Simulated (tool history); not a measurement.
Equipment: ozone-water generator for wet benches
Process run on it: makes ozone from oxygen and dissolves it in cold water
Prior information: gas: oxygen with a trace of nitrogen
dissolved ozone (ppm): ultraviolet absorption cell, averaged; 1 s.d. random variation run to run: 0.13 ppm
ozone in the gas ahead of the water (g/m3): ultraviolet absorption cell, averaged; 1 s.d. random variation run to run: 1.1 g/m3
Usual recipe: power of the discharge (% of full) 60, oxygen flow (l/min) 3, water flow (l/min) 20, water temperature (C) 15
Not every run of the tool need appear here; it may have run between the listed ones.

run	hour	power of the discharge (% of full)	oxygen flow (l/min)	water flow (l/min)	water temperature (C)	dissolved ozone (ppm)	ozone in the gas ahead of the water (g/m3)
1	0	60	3	20	15	13.4	193.4
2	174.7	60	3	20	15	13.4	193
3	282.9	60	3	20	15	13.7	191.4
4	486.6	60	1.57	20	15	10.7	258.5
5	708.1	60	3	20	15	13.4	191.8
6	919.7	60	3	20	15	13.2	193.2
7	1100.7	60	3	20	15	13.2	193.3
8	1253.5	60	3	20	9	14	189.1
9	1343.5	60	3	20	9	13.9	189.9
10	1490.2	59	3	16	15	16.2	185.8
11	1591.6	67	3.43	21	8	14.6	191.2
12	1782.9	67	3.43	21	8	14.6	191.6
13	2004.6	67	3.43	21	8	14.6	192.2
14	2215.7	51	3.43	18	8	14.3	159.5
15	2398.4	51	3.43	18	8	14.3	157.6
16	2542.8	51	3.43	18	8	14.5	157
17	2680.5	44	1.95	18	17	10.3	185.4

Same runs, no hidden state in the tool, same run-to-run variation:
Unlogged tool condition in this case: yield of the discharge, % of new electrodes'; contactor's efficiency, % of a clean one's; true water temperature over the reading, C; drift of the gauge itself on ozone_ppm, %; drift of the gauge itself on gas_g_m3, %.
run	dissolved ozone (ppm)	ozone in the gas ahead of the water (g/m3)
1	14	196.3
2	14.1	196.3
3	14.4	195
4	11.3	264
5	14.2	196.5
6	14	198.6
7	14.1	199.2
8	15	195.2
9	14.9	196.4
10	17.4	192.5
11	15.9	199
12	15.9	200.1
13	16	201.3
14	15.5	166
15	15.6	164.5
16	15.8	164.1
17	11.2	193
